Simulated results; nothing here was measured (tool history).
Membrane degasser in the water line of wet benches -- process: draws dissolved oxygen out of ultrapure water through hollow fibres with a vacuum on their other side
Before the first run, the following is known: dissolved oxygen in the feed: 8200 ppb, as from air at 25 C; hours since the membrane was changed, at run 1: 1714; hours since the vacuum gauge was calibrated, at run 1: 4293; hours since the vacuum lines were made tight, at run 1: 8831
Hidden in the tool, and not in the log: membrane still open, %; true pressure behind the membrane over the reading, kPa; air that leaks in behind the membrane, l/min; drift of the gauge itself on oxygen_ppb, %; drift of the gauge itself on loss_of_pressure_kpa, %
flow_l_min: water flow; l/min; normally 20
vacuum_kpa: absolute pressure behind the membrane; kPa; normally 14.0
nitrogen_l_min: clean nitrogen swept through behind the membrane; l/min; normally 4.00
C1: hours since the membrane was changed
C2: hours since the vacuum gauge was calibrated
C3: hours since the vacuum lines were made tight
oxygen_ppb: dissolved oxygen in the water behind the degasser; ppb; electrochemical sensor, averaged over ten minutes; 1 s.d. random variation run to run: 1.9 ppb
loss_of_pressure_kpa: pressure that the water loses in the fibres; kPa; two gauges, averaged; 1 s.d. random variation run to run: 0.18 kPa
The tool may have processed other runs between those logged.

Run 1, day 0.000: usual settings; C1 1714; C2 4293; C3 8831. Result: oxygen_ppb 193.2 ppb, loss_of_pressure_kpa 31.76 kPa.
Run 2, day 1.879: usual settings but vacuum_kpa 11.4 kPa; C1 1759; C2 4338; C3 8876. Result: oxygen_ppb 162.7 ppb, loss_of_pressure_kpa 32.29 kPa.
Run 3, day 4.892: usual settings but vacuum_kpa 11.4 kPa; C1 1832; C2 4410; C3 8948. Result: oxygen_ppb 160.1 ppb, loss_of_pressure_kpa 32.04 kPa.
Run 4, day 7.117: usual settings but vacuum_kpa 11.4 kPa; C1 1885; C2 4463; C3 9001. Result: oxygen_ppb 158.7 ppb, loss_of_pressure_kpa 32.21 kPa.
Run 5, day 8.667: usual settings but vacuum_kpa 11.4 kPa; C1 1922; C2 4501; C3 9039. Result: oxygen_ppb 165.7 ppb, loss_of_pressure_kpa 31.91 kPa.
Run 6, day 10.062: usual settings; C1 1956; C2 4534; C3 9072. Result: oxygen_ppb 197.2 ppb, loss_of_pressure_kpa 32.11 kPa.
Run 7, day 12.275: usual settings; C1 2009; C2 4587; C3 9125. Result: oxygen_ppb 194.0 ppb, loss_of_pressure_kpa 32.28 kPa.
Run 8, day 15.150: usual settings; C1 2078; C2 4656; C3 9194. Result: oxygen_ppb 193.1 ppb, loss_of_pressure_kpa 32.07 kPa.
Run 9, day 17.479: usual settings but vacuum_kpa 17.5 kPa; C1 2134; C2 4712; C3 9250. Result: oxygen_ppb 235.3 ppb, loss_of_pressure_kpa 32.05 kPa.
Run 10, day 19.450: usual settings but vacuum_kpa 17.5 kPa; C1 2181; C2 4759; C3 9298. Result: oxygen_ppb 238.6 ppb, loss_of_pressure_kpa 32.24 kPa.
Run 11, day 21.517: usual settings but vacuum_kpa 17.5 kPa; C1 2231; C2 4809; C3 9347. Result: oxygen_ppb 237.0 ppb, loss_of_pressure_kpa 32.12 kPa.
At day 21.829: vacuum gauge calibrated.
Run 12, day 24.379: usual settings but vacuum_kpa 17.5 kPa; C1 2299; C2 61; C3 9415. Result: oxygen_ppb 240.2 ppb, loss_of_pressure_kpa 32.21 kPa.
Run 13, day 26.071: usual settings but vacuum_kpa 17.5 kPa; C1 2339; C2 102; C3 9456. Result: oxygen_ppb 240.7 ppb, loss_of_pressure_kpa 32.47 kPa.
Run 14, day 28.396: usual settings but vacuum_kpa 17.5 kPa; C1 2395; C2 158; C3 9512. Result: oxygen_ppb 237.5 ppb, loss_of_pressure_kpa 32.18 kPa.
Run 15, day 30.583: usual settings but flow_l_min 26 l/min, vacuum_kpa 21.5 kPa, nitrogen_l_min 2.65 l/min; C1 2448; C2 210; C3 9564. Result: oxygen_ppb 543.6 ppb, loss_of_pressure_kpa 41.67 kPa.
Run 16, day 32.362: usual settings but flow_l_min 21 l/min, vacuum_kpa 21.1 kPa, nitrogen_l_min 2.65 l/min; C1 2490; C2 253; C3 9607. Result: oxygen_ppb 404.6 ppb, loss_of_pressure_kpa 34.00 kPa.

Describe how what the log doesn't record of the tool's condition differs between the last listed run preceding each entry between runs and the first listed run following it.
Between runs 11 and 12: vacuum gauge calibrated (day 21.829)
  true pressure behind the membrane over the reading, kPa: 0.18 -> 0.3; air that leaks in behind the membrane, l/min: 0.0165 -> 0.0166
  what was measured, less what the result would be without the hidden state, oxygen_ppb: +7.6 -> +9.1 ppb; loss_of_pressure_kpa: +0.22 -> +0.22 kPa

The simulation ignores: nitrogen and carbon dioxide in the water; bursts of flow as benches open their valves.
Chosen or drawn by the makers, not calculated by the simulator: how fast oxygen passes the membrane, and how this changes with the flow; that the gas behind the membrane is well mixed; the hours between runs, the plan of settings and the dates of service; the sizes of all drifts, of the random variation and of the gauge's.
